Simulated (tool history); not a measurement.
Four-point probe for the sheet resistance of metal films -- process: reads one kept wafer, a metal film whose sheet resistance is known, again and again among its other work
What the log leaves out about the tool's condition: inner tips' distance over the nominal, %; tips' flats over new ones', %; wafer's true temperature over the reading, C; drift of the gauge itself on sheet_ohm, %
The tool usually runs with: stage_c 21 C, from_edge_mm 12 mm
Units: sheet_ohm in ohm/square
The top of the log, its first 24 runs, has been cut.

run,day,stage_c,from_edge_mm,touches since the probe head was changed,hours of work since the stage's thermometer was calibrated,sheet_ohm
25,32.638,26,5,50102,1359,0.032348
26,33.442,26,5,50640,1371,0.032336
27,34.629,19,14,51436,1388,0.031592
28,36.146,19,14,52452,1410,0.031598
29,36.979,25,38,53011,1422,0.031652
30,37.742,25,38,53523,1432,0.031652
31,39.333,30,4,54588,1455,0.032782
32,40.454,30,4,55340,1471,0.032787
33,41.712,30,4,56184,1489,0.032794
34,42.867,30,4,56956,1506,0.032792
35,43.8,30,4,57582,1519,0.032789
36,44.871,34,4,58299,1535,0.032871
37,46.188,21,37,59183,1554,0.031558
38,47.467,19,6,60040,1572,0.031975
39,48.267,24,24,60575,1584,0.031652
40,49.15,27,62,61168,1596,0.031691
# day 50.121: stage's thermometer calibrated
41,50.575,21,4,62107,6,0.032597
42,51.388,21,31,62654,18,0.031571
43,52.9,25,8,63668,40,0.031897
44,54,26,8,64405,56,0.031923

Predict each of these 3 candidate next runs independently; none follows another, all start after run 44:
A,55.246,19,18,65240,74,?
B,55.246,23,8,65240,74,?
C,55.246,22,8,65240,74,?

run,sheet_ohm
A,0.031567
B,0.031859
C,0.031849
Without the tool's hidden state the same runs would have given:
run,sheet_ohm
A,0.031568
B,0.031859
C,0.031849
